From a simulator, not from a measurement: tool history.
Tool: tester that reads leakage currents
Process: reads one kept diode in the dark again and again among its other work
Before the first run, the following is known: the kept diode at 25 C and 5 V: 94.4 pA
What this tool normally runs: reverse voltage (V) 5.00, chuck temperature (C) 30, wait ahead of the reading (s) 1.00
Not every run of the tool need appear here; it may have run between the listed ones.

run	day	reverse voltage (V)	chuck temperature (C)	wait ahead of the reading (s)	current that the tester gives (pA)
1	0.000	5.00	30	1.00	147.29
2	1.504	5.00	30	1.00	146.70
3	2.708	5.00	30	1.00	147.28
# day 4.212: probe card cleaned and baked
4	4.825	5.00	54	1.00	794.52
5	6.742	5.00	54	1.00	786.75
6	8.750	5.00	30	9.14	132.68
7	10.758	5.00	30	1.00	133.29
# day 10.988: chuck's temperature calibrated
8	12.104	8.24	30	1.00	160.77
9	14.004	8.24	30	1.00	161.35
10	14.967	10.73	29	6.24	165.26
11	16.250	5.00	41	7.76	300.45
12	17.808	5.00	41	7.76	300.39
13	19.792	10.81	21	1.00	90.68
14	20.658	5.00	40	1.00	278.22
# day 21.075: chuck's temperature calibrated, once more
15	22.717	6.64	26	7.86	117.66

What if the next run were any one of these 3? Each begins from the tool's condition after run 15:
A	24.296	1.42	26	1.49	?
B	24.296	6.64	26	0.74	?
C	24.296	17.49	58	3.44	?

run	current that the tester gives (pA)
A	60.49
B	120.41
C	1849.33
The same runs, with their run-to-run variation unchanged, on a tool lacking any hidden condition would have given:
run	current that the tester gives (pA)
A	60.63
B	118.33
C	1866.83
